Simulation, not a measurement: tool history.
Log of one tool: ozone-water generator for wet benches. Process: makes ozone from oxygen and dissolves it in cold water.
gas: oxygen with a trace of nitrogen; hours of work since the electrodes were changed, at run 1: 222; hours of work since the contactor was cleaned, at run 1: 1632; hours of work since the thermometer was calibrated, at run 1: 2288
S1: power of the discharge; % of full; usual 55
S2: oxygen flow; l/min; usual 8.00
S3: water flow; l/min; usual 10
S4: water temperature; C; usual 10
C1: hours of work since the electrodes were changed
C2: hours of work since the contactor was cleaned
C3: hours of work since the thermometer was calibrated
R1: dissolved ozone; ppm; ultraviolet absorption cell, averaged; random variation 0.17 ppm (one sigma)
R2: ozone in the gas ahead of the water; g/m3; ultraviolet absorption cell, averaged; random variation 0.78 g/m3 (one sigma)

{"run": 1, "day": 0.0, "S1": 55, "S2": 8.0, "S3": 10, "S4": 10, "C1": 222, "C2": 1632, "C3": 2288, "R1": 23.0, "R2": 117.4}
{"run": 2, "day": 1.033, "S1": 55, "S2": 8.0, "S3": 10, "S4": 10, "C1": 238, "C2": 1648, "C3": 2304, "R1": 22.9, "R2": 117.5}
{"run": 3, "day": 2.129, "S1": 88, "S2": 8.0, "S3": 10, "S4": 10, "C1": 255, "C2": 1665, "C3": 2320, "R1": 34.4, "R2": 175.5}
{"run": 4, "day": 2.929, "S1": 88, "S2": 8.0, "S3": 10, "S4": 10, "C1": 267, "C2": 1677, "C3": 2333, "R1": 34.0, "R2": 176.9}
{"run": 5, "day": 4.208, "S1": 88, "S2": 4.51, "S3": 10, "S4": 10, "C1": 286, "C2": 1696, "C3": 2352, "R1": 33.9, "R2": 219.6}
{"run": 6, "day": 5.158, "S1": 88, "S2": 4.51, "S3": 10, "S4": 10, "C1": 301, "C2": 1711, "C3": 2367, "R1": 33.4, "R2": 218.4}
{"run": 7, "day": 6.738, "S1": 55, "S2": 8.0, "S3": 10, "S4": 10, "C1": 325, "C2": 1735, "C3": 2391, "R1": 22.5, "R2": 117.8}
{"day": 6.9, "done": "water thermometer calibrated"}
{"run": 8, "day": 7.729, "S1": 55, "S2": 8.0, "S3": 10, "S4": 10, "C1": 340, "C2": 1750, "C3": 13, "R1": 22.4, "R2": 116.3}
{"run": 9, "day": 9.225, "S1": 55, "S2": 12.22, "S3": 10, "S4": 10, "C1": 362, "C2": 1772, "C3": 35, "R1": 21.8, "R2": 98.9}
{"run": 10, "day": 10.996, "S1": 55, "S2": 12.22, "S3": 10, "S4": 10, "C1": 389, "C2": 1799, "C3": 62, "R1": 21.9, "R2": 99.5}
{"run": 11, "day": 12.8, "S1": 55, "S2": 12.22, "S3": 10, "S4": 10, "C1": 417, "C2": 1827, "C3": 90, "R1": 21.8, "R2": 99.7}
{"run": 12, "day": 13.883, "S1": 55, "S2": 8.0, "S3": 10, "S4": 5, "C1": 433, "C2": 1843, "C3": 106, "R1": 24.8, "R2": 116.5}
{"run": 13, "day": 14.796, "S1": 55, "S2": 8.0, "S3": 6, "S4": 10, "C1": 447, "C2": 1857, "C3": 120, "R1": 29.1, "R2": 116.6}
{"run": 14, "day": 15.808, "S1": 55, "S2": 8.0, "S3": 6, "S4": 10, "C1": 463, "C2": 1873, "C3": 136, "R1": 29.3, "R2": 117.0}
{"run": 15, "day": 16.854, "S1": 55, "S2": 8.0, "S3": 10, "S4": 9, "C1": 479, "C2": 1888, "C3": 152, "R1": 22.9, "R2": 116.9}

Run 16 comes next. What will it give?
{"day": 17.875, "done": "water thermometer calibrated, once more"}
{"run": 16, "day": 18.754, "S1": 85, "S2": 8.0, "S3": 10, "S4": 10, "C1": 507, "C2": 1917, "C3": 13, "R1": "?", "R2": "?"}

Run 16 gave R1 32.8 ppm, R2 167.9 g/m3.
Without the tool's hidden state the same run would have given R1 34.7 ppm, R2 173.5 g/m3.
